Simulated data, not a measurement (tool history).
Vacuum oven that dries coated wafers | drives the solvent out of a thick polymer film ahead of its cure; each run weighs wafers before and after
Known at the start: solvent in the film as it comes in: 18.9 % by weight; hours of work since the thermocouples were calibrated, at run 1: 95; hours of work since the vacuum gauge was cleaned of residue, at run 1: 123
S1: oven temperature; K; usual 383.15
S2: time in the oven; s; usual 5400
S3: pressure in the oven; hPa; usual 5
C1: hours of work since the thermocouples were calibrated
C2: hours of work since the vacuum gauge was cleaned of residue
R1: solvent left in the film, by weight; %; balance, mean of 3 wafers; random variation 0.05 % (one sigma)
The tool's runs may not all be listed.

run	day	S1	S2	S3	C1	C2	R1
1	0	383.15	5400	5	95	123	0.95
2	0.625	383.15	5400	6.46	103	131	1.04
3	1.079	383.15	5400	6.46	109	136	0.95
4	1.75	383.15	5400	6.46	117	145	0.97
5	2.096	383.15	5400	6.46	121	149	0.91
6	2.608	383.15	5400	6.46	128	155	0.95
7	2.946	383.15	4200	6.46	132	159	1.7
8	3.296	376.15	4200	6.46	136	164	2.81
9	3.888	376.15	4200	6.46	143	171	2.71
10	4.596	376.15	4200	6.46	152	180	2.79
11	5.1	383.15	5400	5	158	186	0.97

Run 12 comes next. What will it give?
12	5.508	383.15	4080	17.03	163	191	?

R1: 2.23 %
Without the tool's hidden state the same run would have given R1 2.19 %.
